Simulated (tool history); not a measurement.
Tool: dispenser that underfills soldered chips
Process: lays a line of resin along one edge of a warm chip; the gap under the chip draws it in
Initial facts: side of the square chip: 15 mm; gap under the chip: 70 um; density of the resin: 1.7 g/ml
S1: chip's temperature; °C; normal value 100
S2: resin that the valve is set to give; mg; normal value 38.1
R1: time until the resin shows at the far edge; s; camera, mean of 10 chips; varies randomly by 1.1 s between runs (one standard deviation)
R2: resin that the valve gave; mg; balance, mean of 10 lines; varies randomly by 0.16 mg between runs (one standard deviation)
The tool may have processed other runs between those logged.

run,hour,S1,S2,R1,R2
1,0.0,100,38.1,127.7,36.46
2,5.1,100,44.9,158.1,43.19
3,9.2,100,44.9,187.4,43.09
4,12.0,100,44.9,211.1,43.35
# hour 12.6: new syringe of resin
5,15.0,100,34.1,126.8,32.87
6,19.1,100,34.1,152.1,32.75
7,24.0,100,40.4,184.7,38.65
8,26.6,100,40.4,205.5,38.64
# hour 28.5: new syringe of resin
9,31.3,87,40.4,220.5,38.38
10,35.2,100,40.8,148.8,39.43
# hour 39.1: dispensing valve cleaned and set on the balance
11,40.4,100,40.8,180.1,40.58
12,44.6,100,40.8,215.8,40.75
# hour 45.7: new syringe of resin
13,47.7,100,40.8,119.3,40.89
14,50.4,100,40.8,135.7,40.66
15,52.8,100,38.1,148.4,38.04
16,56.2,100,38.1,181.0,37.97
17,58.4,100,38.1,196.8,37.94
# hour 61.8: new syringe of resin
18,62.0,100,44.8,109.3,44.59
19,65.5,100,44.8,128.7,44.34
20,70.4,100,44.8,159.0,44.22
21,74.6,100,44.8,194.6,44.36
# hour 77.9: new syringe of resin
22,79.7,91,44.8,168.8,44.35
23,83.1,114,45.2,76.5,44.58
24,86.5,112,35.7,98.8,35.35
25,89.8,109,42.6,126.5,42.16
# hour 94.0: new syringe of resin
26,94.0,104,33.7,97.4,33.31
27,98.4,104,33.7,121.1,33.00
28,101.7,95,38.3,193.4,37.84
29,106.4,96,40.8,227.8,40.40
# hour 110.2: new syringe of resin
30,111.4,96,35.5,140.0,35.13
31,114.4,96,35.5,164.3,34.98
32,118.3,96,35.5,192.4,35.08
33,123.2,114,42.5,110.2,41.98
# hour 126.2: new syringe of resin
34,126.5,104,36.2,95.8,35.65
35,129.3,103,44.3,111.0,43.40

Branching from run 35: 4 alternative next runs. What would each branch give?
A,131.7,92,38.2,?,?
B,131.7,104,32.7,?,?
C,131.7,93,43.9,?,?
D,131.7,102,33.5,?,?

run,R1,R2
A,201.8,37.19
B,126.2,32.11
C,186.6,42.91
D,138.7,32.71
What these runs would have given with no unlogged condition in the tool:
run,R1,R2
A,154.9,37.95
B,96.6,32.77
C,143.4,43.79
D,106.2,33.38
